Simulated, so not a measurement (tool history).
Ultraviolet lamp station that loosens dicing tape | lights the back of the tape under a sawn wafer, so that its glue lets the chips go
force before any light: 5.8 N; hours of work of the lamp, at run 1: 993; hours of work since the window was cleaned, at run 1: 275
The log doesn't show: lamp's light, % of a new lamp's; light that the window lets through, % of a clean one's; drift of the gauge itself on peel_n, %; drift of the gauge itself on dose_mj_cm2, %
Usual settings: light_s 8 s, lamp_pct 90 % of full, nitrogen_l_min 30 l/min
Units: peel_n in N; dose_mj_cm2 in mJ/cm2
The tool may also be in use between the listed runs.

| run | day | light_s | lamp_pct | nitrogen_l_min | hours of work of the lamp | hours of work since the window was cleaned | peel_n | dose_mj_cm2 |
|---|---|---|---|---|---|---|---|---|
| 1 | 0 | 8 | 90 | 30 | 993 | 275 | 0.54 | 393 |
| 2 | 1.925 | 8 | 90 | 30 | 1020 | 303 | 0.568 | 390 |
| 3 | 2.717 | 8 | 90 | 30 | 1032 | 314 | 0.577 | 385 |
| 4 | 4.092 | 8 | 90 | 30 | 1052 | 334 | 0.595 | 384 |
| 5 | 5.325 | 8 | 97 | 30 | 1069 | 352 | 0.516 | 410 |
| 6 | 7.212 | 5 | 90 | 30 | 1097 | 379 | 1.335 | 233 |
| 7 | 8.179 | 8 | 90 | 30 | 1111 | 393 | 0.634 | 372 |
| 8 | 9.246 | 8 | 90 | 30 | 1126 | 409 | 0.639 | 375 |
| 9 | 10.458 | 8 | 90 | 30 | 1143 | 426 | 0.644 | 364 |
| 10 | 11.571 | 8 | 60 | 9 | 1159 | 442 | 2.241 | 238 |
| 11 | 13.383 | 8 | 60 | 9 | 1186 | 468 | 2.28 | 241 |
| 12 | 14.612 | 13 | 60 | 9 | 1203 | 486 | 1.312 | 388 |
|  | 15.662 | window cleaned of glue's vapour |
| 13 | 15.858 | 4 | 61 | 9 | 1221 | 3 | 3.32 | 136 |
| 14 | 17.396 | 8 | 98 | 23 | 1243 | 25 | 0.591 | 436 |
| 15 | 19.038 | 8 | 98 | 15 | 1267 | 49 | 0.773 | 431 |
| 16 | 19.946 | 8 | 98 | 15 | 1280 | 62 | 0.819 | 426 |

Forecast each of these 4 alternatives for the next run:
| A | 21.671 | 7 | 90 | 30 | 1305 | 87 | ? | ? |
| B | 21.671 | 12 | 84 | 41 | 1305 | 87 | ? | ? |
| C | 21.671 | 5 | 71 | 14 | 1305 | 87 | ? | ? |
| D | 21.671 | 10 | 90 | 30 | 1305 | 87 | ? | ? |

| run | peel_n | dose_mj_cm2 |
|---|---|---|
| A | 0.751 | 340 |
| B | 0.24 | 537 |
| C | 2.349 | 188 |
| D | 0.377 | 488 |
Without the tool's hidden state the same runs would have given:
| run | peel_n | dose_mj_cm2 |
|---|---|---|
| A | 0.41 | 468 |
| B | 0.161 | 738 |
| C | 1.701 | 258 |
| D | 0.214 | 670 |
